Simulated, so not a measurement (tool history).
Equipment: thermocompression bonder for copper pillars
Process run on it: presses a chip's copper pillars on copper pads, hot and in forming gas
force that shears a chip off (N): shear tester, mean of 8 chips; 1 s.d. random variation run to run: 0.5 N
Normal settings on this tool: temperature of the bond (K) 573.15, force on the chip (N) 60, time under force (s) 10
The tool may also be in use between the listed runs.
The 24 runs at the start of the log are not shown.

run	day	temperature of the bond (K)	force on the chip (N)	time under force (s)	hours of work since the heater was calibrated	hours of work since the force cell was calibrated	hours of work since the gas filter was changed	force that shears a chip off (N)
25	6.312	573.15	64	19	524	235	109	94.7
26	6.554	551.15	56	10	528	239	113	55.8
27	6.879	570.15	87	13	534	244	118	100.2
28	7.171	570.15	87	13	539	249	123	100.5
29	7.367	571.15	60	12	542	252	126	79.5
30	7.721	596.15	52	8	548	258	132	81.6
31	7.925	596.15	52	8	552	262	136	80.8
32	8.083	596.15	52	8	554	265	139	80.8
33	8.304	573.15	42	14	558	268	142	63.3
34	8.625	573.15	54	12	563	274	148	74.5
# day 8.821: forming gas filter changed
35	9.029	573.15	54	12	570	280	3	77.3
36	9.262	559.15	84	8	574	284	7	82.1
37	9.529	586.15	86	22	578	289	12	120.6
38	9.742	573.15	78	10	582	292	15	93.6
39	9.967	552.15	37	13	586	296	19	42

3 options for the next run, each taken on its own from the tool as it stands now. Forecast them:
A	10.221	566.15	50	22	590	300	24	?
B	10.221	573.15	60	6	590	300	24	?
C	10.221	573.15	53	7	590	300	24	?

run	force that shears a chip off (N)
A	80.3
B	66.1
C	63.2
Without the tool's unlogged condition, the same runs would have read:
run	force that shears a chip off (N)
A	78.6
B	64.5
C	61.5
